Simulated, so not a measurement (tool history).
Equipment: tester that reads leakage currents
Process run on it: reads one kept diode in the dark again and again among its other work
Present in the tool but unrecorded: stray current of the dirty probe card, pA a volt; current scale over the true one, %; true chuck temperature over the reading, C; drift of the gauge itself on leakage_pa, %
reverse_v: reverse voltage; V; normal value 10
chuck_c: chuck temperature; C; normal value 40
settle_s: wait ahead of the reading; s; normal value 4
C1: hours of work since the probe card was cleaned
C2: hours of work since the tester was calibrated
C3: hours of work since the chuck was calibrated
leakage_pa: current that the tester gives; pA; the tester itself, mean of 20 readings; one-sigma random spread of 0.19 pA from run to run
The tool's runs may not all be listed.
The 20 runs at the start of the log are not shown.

Run 21, hour 916.7: usual settings but reverse_v 17.2 V, chuck_c 27 C, settle_s 0.36 s; C1 1271; C2 864; C3 1543. Result: leakage_pa 40.02 pA.
Run 22, hour 971.8: usual settings but reverse_v 17.2 V, chuck_c 34 C, settle_s 7.02 s; C1 1299; C2 892; C3 1571. Result: leakage_pa 47.76 pA.
Run 23, hour 1037: usual settings but reverse_v 1.1 V, chuck_c 43 C, settle_s 4.83 s; C1 1331; C2 924; C3 1603. Result: leakage_pa 24.72 pA.
Run 24, hour 1097.2: usual settings but reverse_v 1.1 V, chuck_c 43 C, settle_s 4.83 s; C1 1361; C2 954; C3 1633. Result: leakage_pa 24.61 pA.
Run 25, hour 1161.6: usual settings but reverse_v 2.2 V, chuck_c 35 C; C1 1393; C2 986; C3 1665. Result: leakage_pa 18.52 pA.
Run 26, hour 1199.9: usual settings but reverse_v 11 V, chuck_c 35 C, settle_s 3.82 s; C1 1412; C2 1005; C3 1684. Result: leakage_pa 40.96 pA.
Run 27, hour 1235.7: usual settings but reverse_v 8.7 V, chuck_c 35 C, settle_s 3.82 s; C1 1430; C2 1023; C3 1702. Result: leakage_pa 36.53 pA.
Run 28, hour 1289.4: usual settings but reverse_v 1.1 V, chuck_c 35 C, settle_s 0.7 s; C1 1457; C2 1049; C3 1729. Result: leakage_pa 13.59 pA.
Run 29, hour 1344.3: usual settings but reverse_v 1.1 V, chuck_c 35 C, settle_s 0.7 s; C1 1484; C2 1077; C3 1756. Result: leakage_pa 13.52 pA.
Run 30, hour 1394.6: usual settings but reverse_v 8.9 V, chuck_c 37 C, settle_s 2.16 s; C1 1509; C2 1102; C3 1781. Result: leakage_pa 43.07 pA.
Run 31, hour 1427.6: usual settings but reverse_v 1.2 V, chuck_c 21 C, settle_s 2.16 s; C1 1525; C2 1118; C3 1797. Result: leakage_pa 4.43 pA.
Run 32, hour 1488.8: usual settings but reverse_v 3.2 V, settle_s 1.87 s; C1 1556; C2 1148; C3 1828. Result: leakage_pa 32.52 pA.
Run 33, hour 1522.2: usual settings but reverse_v 19.4 V, chuck_c 39 C, settle_s 1.65 s; C1 1572; C2 1165; C3 1844. Result: leakage_pa 74.58 pA.
Run 34, hour 1579.3: usual settings but reverse_v 6.3 V, chuck_c 30 C, settle_s 2.53 s; C1 1601; C2 1193; C3 1873. Result: leakage_pa 21.27 pA.
Run 35, hour 1607.2: usual settings but reverse_v 3.2 V, settle_s 4.74 s; C1 1615; C2 1207; C3 1887. Result: leakage_pa 32.16 pA.
Run 36, hour 1641.5: usual settings but reverse_v 16.3 V, chuck_c 56 C, settle_s 8.7 s; C1 1632; C2 1224; C3 1904. Result: leakage_pa 222.48 pA.
Run 37, hour 1696.2: usual settings but reverse_v 4.5 V, chuck_c 21 C, settle_s 0.58 s; C1 1659; C2 1251; C3 1931. Result: leakage_pa 10.62 pA.
Run 38, hour 1754.1: usual settings but reverse_v 8.9 V, chuck_c 44 C, settle_s 3.86 s; C1 1688; C2 1280; C3 1960. Result: leakage_pa 71.21 pA.

Predict each of these 5 candidate next runs independently; none follows another, all start after run 38:
Run A, hour 1783: usual settings but reverse_v 1.9 V, chuck_c 44 C, settle_s 1.25 s; C1 1702; C2 1295; C3 1974. Result: leakage_pa ?.
Run B, hour 1783: usual settings but reverse_v 2.6 V, chuck_c 27 C, settle_s 8.16 s; C1 1702; C2 1295; C3 1974. Result: leakage_pa ?.
Run C, hour 1783: usual settings but reverse_v 8.4 V, chuck_c 58 C; C1 1702; C2 1295; C3 1974. Result: leakage_pa ?.
Run D, hour 1783: usual settings but reverse_v 3.6 V, settle_s 0.91 s; C1 1702; C2 1295; C3 1974. Result: leakage_pa ?.
Run E, hour 1783: usual settings but reverse_v 6.3 V, chuck_c 31 C; C1 1702; C2 1295; C3 1974. Result: leakage_pa ?.

run  leakage_pa
  A       33.97
  B       10.59
  C      187.33
  D       34.68
  E       22.68
Without the tool's hidden state the same runs would have given:
run  leakage_pa
  A       38.32
  B       11.63
  C      209.66
  D       38.75
  E       24.58

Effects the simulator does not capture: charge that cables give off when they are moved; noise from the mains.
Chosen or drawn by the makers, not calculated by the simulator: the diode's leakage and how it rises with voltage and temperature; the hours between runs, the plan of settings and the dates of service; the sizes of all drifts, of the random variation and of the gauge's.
